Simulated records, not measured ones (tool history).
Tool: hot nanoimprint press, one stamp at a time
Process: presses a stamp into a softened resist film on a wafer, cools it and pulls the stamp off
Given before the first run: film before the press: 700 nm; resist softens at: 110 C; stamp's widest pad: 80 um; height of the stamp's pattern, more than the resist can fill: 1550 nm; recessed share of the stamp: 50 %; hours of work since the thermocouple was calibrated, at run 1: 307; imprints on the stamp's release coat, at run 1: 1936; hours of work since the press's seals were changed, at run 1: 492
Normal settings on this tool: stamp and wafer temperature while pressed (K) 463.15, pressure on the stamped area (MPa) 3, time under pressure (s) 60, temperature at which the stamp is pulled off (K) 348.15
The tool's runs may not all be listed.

run	day	stamp and wafer temperature while pressed (K)	pressure on the stamped area (MPa)	time under pressure (s)	temperature at which the stamp is pulled off (K)	hours of work since the thermocouple was calibrated	imprints on the stamp's release coat	hours of work since the press's seals were changed	resist left under the stamp's widest pad (Å)	greatest force while the stamp is pulled off (N)
1	0	463.15	3	60	348.15	307	1936	492	4289	198
# day 0.412: plate thermocouple calibrated
2	2.904	463.15	3	60	348.15	28	2041	523	4386	207
3	5.192	463.15	3	60	348.15	54	2127	549	4367	207
# day 6.975: stamp cleaned and given a new release coat
4	7.779	463.15	3	60	348.15	81	30	576	4444	177
5	10.229	463.15	3	60	348.15	109	123	604	4420	179
6	13.562	463.15	3	60	335.15	147	248	642	4422	206
7	15.7	466.15	3	60	348.15	171	328	666	4099	185
# day 17.821: plate thermocouple calibrated, once more
8	18.783	466.15	3	60	348.15	11	439	700	3797	181
9	20.504	466.15	3	60	348.15	31	504	720	3739	175
# day 22.475: press's hydraulic seals changed and the load cell set to zero
10	22.529	463.15	3	60	348.15	50	568	1	4026	179
11	25.142	463.15	3	60	348.15	80	666	30	4027	181
12	26.854	463.15	3	60	348.15	99	730	50	4043	183
13	29.367	452.15	2.1	95	348.15	128	825	79	5437	186
14	31.35	460.15	4.76	95	337.15	150	899	101	3181	207
15	34.467	470.15	1.98	36	345.15	186	1016	137	4584	191
16	37.579	463.15	2.87	60	348.15	221	1133	172	4201	193
17	39.462	463.15	2.87	60	348.15	243	1204	194	4269	194
18	42	463.15	2.87	60	348.15	272	1300	223	4254	195
19	44.404	464.15	2.87	110	339.15	299	1390	250	3391	207
# day 45.421: plate thermocouple calibrated
20	47.954	464.15	2.87	110	339.15	29	1519	289	3241	211
21	50.45	470.15	3	50	348.15	57	1612	317	3530	195
22	52.521	465.15	3	60	348.15	81	1690	341	3836	200
23	53.962	463.15	3	55	348.15	97	1745	357	4209	194

Across each entry between runs, compare the hidden state at the last listed run before it with the hidden state at the first listed run after it:
Runs 1 to 2: plate thermocouple calibrated (day 0.412)
  true temperature over the reading, C: -1.75 -> -2.36; pressure that arrives at the usual setting, %: 96.28 -> 96.03; grip of the stamp's worn release coat, % over a new coat's: 12.8 -> 13.5
  what was measured, less what the result would be without the hidden state, resist left under the stamp's widest pad (Å): +275 -> +356; greatest force while the stamp is pulled off (N): +25 -> +29
Runs 3 to 4: stamp cleaned and given a new release coat (day 6.975)
  true temperature over the reading, C: -2.47 -> -2.6; pressure that arrives at the usual setting, %: 95.83 -> 95.6; grip of the stamp's worn release coat, % over a new coat's: 14.1 -> 0.2
  what was measured, less what the result would be without the hidden state, resist left under the stamp's widest pad (Å): +372 -> +394; greatest force while the stamp is pulled off (N): +30 -> +5
Runs 7 to 8: plate thermocouple calibrated, once more (day 17.821)
  true temperature over the reading, C: -3.02 -> -0.01; pressure that arrives at the usual setting, %: 94.86 -> 94.58; grip of the stamp's worn release coat, % over a new coat's: 2.1 -> 2.9
  what was measured, less what the result would be without the hidden state, resist left under the stamp's widest pad (Å): +439 -> +89; greatest force while the stamp is pulled off (N): +9 -> +5
Runs 9 to 10: press's hydraulic seals changed and the load cell set to zero (day 22.475)
  true temperature over the reading, C: -0.1 -> -0.2; pressure that arrives at the usual setting, %: 94.42 -> 100.03; grip of the stamp's worn release coat, % over a new coat's: 3.3 -> 3.7
  what was measured, less what the result would be without the hidden state, resist left under the stamp's widest pad (Å): +101 -> +25; greatest force while the stamp is pulled off (N): +5 -> +7
Runs 19 to 20: plate thermocouple calibrated (day 45.421)
  true temperature over the reading, C: -1.38 -> -0.03; pressure that arrives at the usual setting, %: 97.92 -> 97.6; grip of the stamp's worn release coat, % over a new coat's: 9.1 -> 10
  what was measured, less what the result would be without the hidden state, resist left under the stamp's widest pad (Å): +186 -> +37; greatest force while the stamp is pulled off (N): +20 -> +19
